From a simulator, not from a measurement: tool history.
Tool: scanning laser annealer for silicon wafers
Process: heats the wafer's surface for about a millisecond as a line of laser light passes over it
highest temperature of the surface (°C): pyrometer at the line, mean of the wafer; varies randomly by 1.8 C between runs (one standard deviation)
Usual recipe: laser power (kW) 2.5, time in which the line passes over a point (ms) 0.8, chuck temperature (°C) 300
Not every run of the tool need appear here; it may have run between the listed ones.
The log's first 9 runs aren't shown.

run   hour  laser power (kW)  time in which the line passes over a point (ms)  chuck temperature (°C)  highest temperature of the surface (°C)
 10  258.2               2.5                                            0.769                     316                                     1015
 11    292               2.5                                            0.769                     316                                     1011
 12  309.5               2.5                                            0.769                     316                                     1016
 13  332.8               2.5                                            0.769                     316                                     1012
 14    352               2.5                                            0.769                     316                                     1013
 15    370               2.5                                              0.8                     300                                     1009
 16  406.6               2.5                                              0.8                     300                                     1007
 17  440.1              2.44                                            0.657                     300                                      928
 18  459.9              2.44                                            0.657                     300                                      926
 19  499.9             2.474                                            0.625                     271                                      887
 20  530.4             2.474                                            0.625                     271                                      888
 21  552.4             2.242                                            0.562                     340                                      865
 22  594.1               2.5                                            0.621                     290                                      909
 23  635.8               2.5                                            0.621                     290                                      907
 24  663.5             2.693                                            0.698                     290                                      994
 25  684.4             2.483                                            0.569                     300                                      883
 26  726.1             2.483                                            0.569                     300                                      883
 27  762.4             2.497                                            0.791                     281                                      971
 28  784.6             2.497                                            0.791                     281                                      969
 29  813.5             2.497                                            0.791                     281                                      970
 30  833.5             2.497                                            0.791                     281                                      970
 31  874.9               2.5                                            0.968                     262                                     1023

Predict each of these 3 candidate next runs independently; none follows another, all start after run 31:
  A  909.9             2.242                                            0.659                     282                                        ?
  B  909.9               2.3                                            0.645                     317                                        ?
  C  909.9             2.629                                            0.624                     280                                        ?

run  highest temperature of the surface (°C)
  A                                      846
  B                                      889
  C                                      918
Without the tool's hidden state the same runs would have given:
run  highest temperature of the surface (°C)
  A                                      870
  B                                      913
  C                                      945

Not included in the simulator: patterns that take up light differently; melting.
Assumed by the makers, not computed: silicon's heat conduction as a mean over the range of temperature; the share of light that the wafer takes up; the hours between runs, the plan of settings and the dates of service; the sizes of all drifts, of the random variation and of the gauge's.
